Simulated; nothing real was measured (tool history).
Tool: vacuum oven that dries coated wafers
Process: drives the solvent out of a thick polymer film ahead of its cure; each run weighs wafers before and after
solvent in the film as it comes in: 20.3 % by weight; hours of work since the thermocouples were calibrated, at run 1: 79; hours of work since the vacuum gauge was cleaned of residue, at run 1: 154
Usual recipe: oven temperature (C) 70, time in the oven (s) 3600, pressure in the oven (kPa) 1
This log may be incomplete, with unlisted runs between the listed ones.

run	hour	oven temperature (C)	time in the oven (s)	pressure in the oven (kPa)	hours of work since the thermocouples were calibrated	hours of work since the vacuum gauge was cleaned of residue	solvent left in the film (%)
1	0	70	3600	1	79	154	1.87
2	11.8	70	3600	3.92	85	161	3.16
3	24.6	70	3600	1	92	167	1.88
4	37.5	70	3600	1	99	174	1.88
5	48.4	70	3600	1	105	180	1.85
6	55	70	3600	1	109	184	1.89
7	63.7	70	3600	1	113	188	1.88
8	73	70	3600	1.47	118	193	2.05
9	85.2	70	3600	1.47	125	200	2.08
10	98.2	70	3600	1.47	132	207	2.09
11	110.4	70	3600	1.47	139	214	2.06
12	117.2	70	3600	0.58	142	217	1.66
13	126.6	70	3600	1	147	222	1.84
14	137.1	70	3600	1	153	228	1.86
15	144.6	70	1860	1	157	232	4.96
16	150.6	70	3600	1	160	235	1.87
17	162	70	4200	1	166	241	1.39
18	168.4	70	4200	1	170	245	1.37
19	179.5	70	4200	1	176	251	1.36
20	187.5	70	4200	1	180	255	1.39
21	194.4	80	3600	1.88	184	259	0.86
22	207.1	57	4620	2.93	191	266	5.7
23	217.2	57	4620	3.3	196	271	5.94
24	230.6	57	4620	3.3	203	278	5.89
25	242.5	71	5400	1	210	285	0.78
26	249.9	71	5400	1	214	289	0.81
27	258.6	74	5400	0.51	218	294	0.41
28	268.4	82	2820	0.51	224	299	0.61
29	279.1	59	4560	1.54	229	305	4.09
30	285.5	67	3600	2.73	233	308	3.38
31	298.3	75	3600	1	240	315	1
32	307.7	61	4320	1.81	245	320	3.85
33	317.4	63	2940	0.63	250	325	4.46
34	327.4	70	2760	1.62	255	331	3.1
35	340	74	3180	1.02	262	337	1.52
36	347.6	74	2940	1.02	266	341	1.72
37	358.5	70	3600	2.57	272	347	2.54

Here are 4 independent what-if runs from the current tool condition. What would each one return?
A	365.7	75	3600	1	276	351	?
B	365.7	70	5640	1.06	276	351	?
C	365.7	79	4680	1	276	351	?
D	365.7	70	3600	0.73	276	351	?

run	solvent left in the film (%)
A	1.02
B	0.87
C	0.39
D	1.72
Take away the tool's hidden state, keep each run's random variation, and the runs would have read:
run	solvent left in the film (%)
A	0.94
B	0.8
C	0.35
D	1.6

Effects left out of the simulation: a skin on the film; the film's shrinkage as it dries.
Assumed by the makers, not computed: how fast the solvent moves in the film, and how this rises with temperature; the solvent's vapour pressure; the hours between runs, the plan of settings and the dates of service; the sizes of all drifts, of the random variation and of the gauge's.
